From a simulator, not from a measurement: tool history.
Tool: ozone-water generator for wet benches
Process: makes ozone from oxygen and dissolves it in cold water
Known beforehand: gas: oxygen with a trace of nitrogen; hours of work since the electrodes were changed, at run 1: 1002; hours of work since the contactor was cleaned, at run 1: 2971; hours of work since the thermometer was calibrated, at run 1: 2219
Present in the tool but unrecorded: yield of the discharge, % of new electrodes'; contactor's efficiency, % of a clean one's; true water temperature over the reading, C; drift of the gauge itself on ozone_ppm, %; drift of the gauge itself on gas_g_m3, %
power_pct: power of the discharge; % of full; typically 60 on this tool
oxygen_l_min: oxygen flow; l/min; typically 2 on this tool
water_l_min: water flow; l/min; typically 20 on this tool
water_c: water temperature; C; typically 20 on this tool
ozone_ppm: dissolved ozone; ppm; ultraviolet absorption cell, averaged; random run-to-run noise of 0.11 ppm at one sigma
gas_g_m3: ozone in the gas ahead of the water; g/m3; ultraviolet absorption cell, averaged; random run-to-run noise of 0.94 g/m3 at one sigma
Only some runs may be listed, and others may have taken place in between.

run	hour	power_pct	oxygen_l_min	water_l_min	water_c	hours of work since the electrodes were changed	hours of work since the contactor was cleaned	hours of work since the thermometer was calibrated	ozone_ppm	gas_g_m3
1	0	60	2	20	20	1002	2971	2219	8.4	155.8
2	30.2	60	2	20	20	1025	2994	2242	8.3	155
3	54.7	60	2	20	13	1043	3012	2261	8.8	155.5
4	80.3	60	2	20	13	1063	3032	2281	8.8	156.4
5	113	60	2	20	13	1088	3057	2306	8.6	157
6	135.6	60	2	32	13	1105	3074	2323	4.9	154.9
7	164.5	60	2	20	15	1127	3096	2345	8.8	157.2
8	185.1	60	2	20	15	1143	3112	2361	8.8	158
9	216.2	60	2	20	15	1167	3136	2384	8.8	155.5
10	259.4	60	2	20	15	1200	3169	2417	8.7	154.9
11	302.4	77	2	20	15	1233	3202	2450	10.5	190.7
12	340.6	60	2	20	20	1262	3231	2480	8.5	155.5
13	382.2	60	2	20	20	1294	3263	2511	8.1	154.8
14	412.3	60	2.81	20	20	1317	3286	2534	8.6	122.7
15	450.2	60	2.8	19	20	1346	3315	2563	8.9	123.9
16	475.9	60	2.8	19	20	1365	3334	2583	8.8	123.4
17	507	60	3.01	32	20	1389	3358	2607	5.1	116.4
18	546.8	60	1.83	26	20	1420	3388	2637	6	166.2
19	588.7	60	1.83	26	20	1452	3420	2669	6.1	165.3
20	611.8	45	1.37	28	20	1469	3438	2687	4.2	155.8

Expected results for the next run?
21	632.6	60	3.38	21	27	1485	3454	2703	?	?

For run 21 the tool returned ozone_ppm 7.3 ppm, gas_g_m3 107 g/m3.
On a tool with no hidden condition, and with the same random variation, this run would have come out at ozone_ppm 7.6 ppm, gas_g_m3 110.1 g/m3.
